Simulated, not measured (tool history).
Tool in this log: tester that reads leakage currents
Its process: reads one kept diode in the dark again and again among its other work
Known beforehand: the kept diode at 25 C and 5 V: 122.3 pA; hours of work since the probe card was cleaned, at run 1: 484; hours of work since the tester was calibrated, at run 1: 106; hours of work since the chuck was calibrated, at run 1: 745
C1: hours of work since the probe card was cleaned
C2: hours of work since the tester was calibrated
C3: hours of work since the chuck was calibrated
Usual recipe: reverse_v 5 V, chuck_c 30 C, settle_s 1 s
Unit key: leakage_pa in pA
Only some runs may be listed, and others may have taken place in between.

run 1 hour=0 | reverse_v=5 chuck_c=30 settle_s=1 | C1=484 C2=106 C3=745 | leakage_pa=188.54
run 2 hour=43.1 | reverse_v=5 chuck_c=30 settle_s=1 | C1=504 C2=126 C3=765 | leakage_pa=189.16
run 3 hour=71 | reverse_v=5 chuck_c=30 settle_s=1 | C1=517 C2=139 C3=778 | leakage_pa=188.61
run 4 hour=115.3 | reverse_v=5 chuck_c=30 settle_s=1 | C1=538 C2=160 C3=799 | leakage_pa=190.45
run 5 hour=147.6 | reverse_v=5 chuck_c=30 settle_s=1 | C1=553 C2=175 C3=814 | leakage_pa=189.53
run 6 hour=182 | reverse_v=5 chuck_c=30 settle_s=1 | C1=569 C2=191 C3=830 | leakage_pa=190.9
run 7 hour=211.7 | reverse_v=5 chuck_c=30 settle_s=1 | C1=583 C2=205 C3=844 | leakage_pa=190.44
run 8 hour=241.2 | reverse_v=3.19 chuck_c=30 settle_s=1 | C1=597 C2=219 C3=858 | leakage_pa=152.12
run 9 hour=276 | reverse_v=1.62 chuck_c=30 settle_s=1 | C1=613 C2=235 C3=874 | leakage_pa=110.5
run 10 hour=312.7 | reverse_v=1.62 chuck_c=30 settle_s=1 | C1=630 C2=252 C3=892 | leakage_pa=110.34
run 11 hour=344.3 | reverse_v=5 chuck_c=30 settle_s=1 | C1=645 C2=267 C3=906 | leakage_pa=190.51
run 12 hour=378.3 | reverse_v=5 chuck_c=30 settle_s=1 | C1=661 C2=283 C3=922 | leakage_pa=191.77
-- hour=382.2 tester calibrated
run 13 hour=425.6 | reverse_v=5 chuck_c=30 settle_s=1 | C1=682 C2=20 C3=944 | leakage_pa=191.5
run 14 hour=463.3 | reverse_v=5 chuck_c=30 settle_s=1 | C1=700 C2=38 C3=961 | leakage_pa=192.64
-- hour=471.9 tester calibrated, once more
run 15 hour=484.4 | reverse_v=5 chuck_c=30 settle_s=1 | C1=709 C2=6 C3=970 | leakage_pa=192.58
run 16 hour=512.9 | reverse_v=5 chuck_c=30 settle_s=1 | C1=722 C2=19 C3=984 | leakage_pa=192.8
run 17 hour=534.1 | reverse_v=16.76 chuck_c=57 settle_s=1.03 | C1=732 C2=29 C3=993 | leakage_pa=1995.21
run 18 hour=567.7 | reverse_v=2.27 chuck_c=23 settle_s=1.03 | C1=748 C2=45 C3=1009 | leakage_pa=79.64
run 19 hour=596.8 | reverse_v=2.04 chuck_c=23 settle_s=5.28 | C1=761 C2=58 C3=1023 | leakage_pa=75.1
run 20 hour=632.8 | reverse_v=4.02 chuck_c=30 settle_s=1 | C1=778 C2=75 C3=1040 | leakage_pa=174.59
run 21 hour=669.5 | reverse_v=5 chuck_c=30 settle_s=0.43 | C1=795 C2=93 C3=1057 | leakage_pa=196.54

Run 22 is up next; what results do you expect?
run 22 hour=715.7 | reverse_v=5 chuck_c=30 settle_s=0.43 | C1=817 C2=114 C3=1079 | leakage_pa=?

{"run 22": {"leakage_pa": 197.86}}
With the hidden condition absent and the run-to-run variation left alone, this run would have shown leakage_pa 180.41 pA.

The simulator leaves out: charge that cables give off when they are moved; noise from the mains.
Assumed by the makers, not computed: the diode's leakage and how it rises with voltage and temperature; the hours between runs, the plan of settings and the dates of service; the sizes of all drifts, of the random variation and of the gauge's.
